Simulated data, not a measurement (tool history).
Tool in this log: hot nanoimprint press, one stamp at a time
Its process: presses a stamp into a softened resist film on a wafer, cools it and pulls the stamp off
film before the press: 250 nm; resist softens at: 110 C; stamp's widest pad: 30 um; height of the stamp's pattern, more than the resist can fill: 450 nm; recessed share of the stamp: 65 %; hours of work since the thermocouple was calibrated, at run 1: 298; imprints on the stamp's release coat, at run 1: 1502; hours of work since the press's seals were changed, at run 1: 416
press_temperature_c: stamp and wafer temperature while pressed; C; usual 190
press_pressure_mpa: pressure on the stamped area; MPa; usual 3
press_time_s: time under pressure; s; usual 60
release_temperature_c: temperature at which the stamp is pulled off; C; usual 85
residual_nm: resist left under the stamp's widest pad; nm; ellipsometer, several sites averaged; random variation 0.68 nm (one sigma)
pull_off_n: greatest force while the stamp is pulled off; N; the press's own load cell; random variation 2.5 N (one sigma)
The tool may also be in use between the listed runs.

run	day	press_temperature_c	press_pressure_mpa	press_time_s	release_temperature_c	hours of work since the thermocouple was calibrated	imprints on the stamp's release coat	hours of work since the press's seals were changed	residual_nm	pull_off_n
1	0	190	3	60	85	298	1502	416	149.3	110
2	0.596	190	3	60	85	308	1556	426	148.2	114
3	0.908	183	3	60	85	313	1584	431	172.2	117
4	1.4	183	3	60	85	321	1628	439	171.1	112
5	1.717	183	3	60	85	326	1657	444	170.8	114
6	2.096	183	3	60	85	332	1691	450	170.5	114
7	2.571	190	3	60	89	340	1734	458	147.5	109
8	2.975	190	3	60	89	346	1771	465	148.9	111
9	3.504	190	3	60	89	355	1818	473	148.6	110
10	3.804	190	3	60	89	360	1845	478	148.7	109
11	4.325	190	3	60	89	368	1892	487	148.8	112
12	4.867	190	3	60	85	377	1941	495	148.3	114
13	5.442	190	3	91	85	387	1993	505	128.8	113
14	5.846	190	3	91	85	393	2030	511	128.6	115
15	6.138	190	3	49	85	398	2056	516	157.4	116
# day 6.567: stamp cleaned and given a new release coat
16	6.762	190	3	49	85	404	18	522	158	114
17	7.179	190	3	49	85	411	56	529	156.5	111
18	7.496	200	2.62	84	85	416	84	534	111.8	112
19	8.096	190	2.49	32	85	426	138	544	184.3	116
20	8.704	190	3.37	93	78	435	193	554	122.2	119
21	9.167	190	2.68	33	77	443	235	561	179.7	122
22	9.454	187	3.96	92	75	448	261	566	122.8	123
23	9.938	187	3.96	92	75	456	305	574	124.5	127
24	10.429	200	3.25	78	89	464	349	582	103.7	107
25	10.762	200	3.25	78	89	469	379	587	104.4	104
26	11.221	201	3.25	78	86	476	420	595	101.7	112
27	11.529	199	2.76	105	87	481	448	600	100.9	110
# day 12.096: plate thermocouple calibrated
28	12.212	192	4.52	105	87	2	499	609	97.4	113
29	12.796	192	2.59	105	87	11	551	618	121	107

Hidden state or all else? Some run-to-run changes of residual_nm, split into what the settings, what came in and random variation would give without the hidden state, and what is left for the hidden state (with any gauge scatter that isn't in both results):
What the log doesn't record here: true temperature over the reading, C; pressure that arrives at the usual setting, %; grip of the stamp's worn release coat, % over a new coat's; drift of the gauge itself on residual_nm, %; drift of the gauge itself on pull_off_n, %.
Run 18 -> 19: press_temperature_c 200 -> 190, press_pressure_mpa 2.62 -> 2.49, press_time_s 84 -> 32. residual_nm +72.5 nm: hidden state -1, all else +73.5.
Run 19 -> 20: press_pressure_mpa 2.49 -> 3.37, press_time_s 32 -> 93, release_temperature_c 85 -> 78. residual_nm -62.1 nm: hidden state +0.6, all else -62.7.
Run 20 -> 21: press_pressure_mpa 3.37 -> 2.68, press_time_s 93 -> 33, release_temperature_c 78 -> 77. residual_nm +57.5 nm: hidden state -0.9, all else +58.4.

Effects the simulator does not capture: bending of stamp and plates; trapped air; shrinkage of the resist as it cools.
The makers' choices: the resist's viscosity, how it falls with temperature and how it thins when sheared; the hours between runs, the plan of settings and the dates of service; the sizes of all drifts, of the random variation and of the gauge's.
